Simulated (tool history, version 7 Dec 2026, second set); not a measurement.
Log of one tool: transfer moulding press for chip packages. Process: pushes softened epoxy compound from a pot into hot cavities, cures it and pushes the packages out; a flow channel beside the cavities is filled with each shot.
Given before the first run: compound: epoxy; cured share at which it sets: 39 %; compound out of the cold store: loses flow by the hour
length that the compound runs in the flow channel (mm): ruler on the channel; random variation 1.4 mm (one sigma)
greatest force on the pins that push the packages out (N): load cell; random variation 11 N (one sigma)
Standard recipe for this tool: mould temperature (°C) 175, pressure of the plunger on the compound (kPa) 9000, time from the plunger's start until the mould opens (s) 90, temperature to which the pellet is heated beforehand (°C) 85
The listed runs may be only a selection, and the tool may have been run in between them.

| run | day | mould temperature (°C) | pressure of the plunger on the compound (kPa) | time from the plunger's start until the mould opens (s) | temperature to which the pellet is heated beforehand (°C) | incoming compound's hours out of the cold store | length that the compound runs in the flow channel (mm) | greatest force on the pins that push the packages out (N) |
|---|---|---|---|---|---|---|---|---|
| 1 | 0 | 175 | 9000 | 90 | 85 | 28 | 508 | 541 |
| 2 | 0.771 | 175 | 7120 | 90 | 85 | 26.4 | 452 | 646 |
| 3 | 1.792 | 175 | 7120 | 90 | 85 | 34.1 | 443 | 747 |
| 4 | 2.738 | 175 | 7110 | 90 | 85 | 36.9 | 439 | 776 |
|  | 3.204 | cavities cleaned with cleaning compound and waxed |
| 5 | 4.112 | 175 | 9000 | 90 | 82 | 23.4 | 507 | 1030 |
| 6 | 5.275 | 175 | 9000 | 90 | 85 | 29.6 | 495 | 1012 |
|  | 5.688 | plunger's sealing rings changed |
|  | 6.525 | cavities cleaned with cleaning compound and waxed |
| 7 | 6.525 | 175 | 9000 | 90 | 90 | 26.2 | 520 | 518 |
| 8 | 7.067 | 175 | 9000 | 90 | 90 | 22.2 | 522 | 611 |
| 9 | 7.975 | 175 | 9000 | 90 | 90 | 39 | 503 | 704 |
| 10 | 9.133 | 175 | 9000 | 90 | 90 | 45.3 | 499 | 773 |
|  | 9.796 | cavities cleaned with cleaning compound and waxed, once more |
| 11 | 10.092 | 175 | 9000 | 90 | 90 | 21 | 515 | 591 |
| 12 | 11.404 | 175 | 9000 | 90 | 90 | 27.6 | 509 | 755 |
| 13 | 11.992 | 174 | 9000 | 90 | 90 | 13.9 | 521 | 810 |
|  | 12.729 | mould's thermocouples calibrated |
|  | 13.129 | cavities cleaned with cleaning compound and waxed |
| 14 | 13.312 | 175 | 10490 | 106 | 92 | 47.2 | 526 | 470 |
| 15 | 14.008 | 175 | 10490 | 106 | 92 | 20.9 | 548 | 537 |
| 16 | 15.083 | 175 | 10490 | 106 | 92 | 34.2 | 532 | 631 |

5 ways to go on from here, each from the tool as it stands after run 16. What would each give?
| A | 16.112 | 177 | 9000 | 90 | 93 | 18.4 | ? | ? |
| B | 16.112 | 175 | 9270 | 121 | 92 | 28.9 | ? | ? |
| C | 16.112 | 175 | 8740 | 77 | 92 | 19.7 | ? | ? |
| D | 16.112 | 176 | 10490 | 93 | 92 | 41.9 | ? | ? |
| E | 16.112 | 178 | 10490 | 106 | 92 | 46.3 | ? | ? |

| run | length that the compound runs in the flow channel (mm) | greatest force on the pins that push the packages out (N) |
|---|---|---|
| A | 502 | 734 |
| B | 503 | 655 |
| C | 501 | 1144 |
| D | 518 | 714 |
| E | 511 | 654 |
Stripped of hidden state, with their random variation kept, the same runs would have yielded:
| run | length that the compound runs in the flow channel (mm) | greatest force on the pins that push the packages out (N) |
|---|---|---|
| A | 525 | 464 |
| B | 526 | 420 |
| C | 523 | 718 |
| D | 541 | 452 |
| E | 534 | 417 |

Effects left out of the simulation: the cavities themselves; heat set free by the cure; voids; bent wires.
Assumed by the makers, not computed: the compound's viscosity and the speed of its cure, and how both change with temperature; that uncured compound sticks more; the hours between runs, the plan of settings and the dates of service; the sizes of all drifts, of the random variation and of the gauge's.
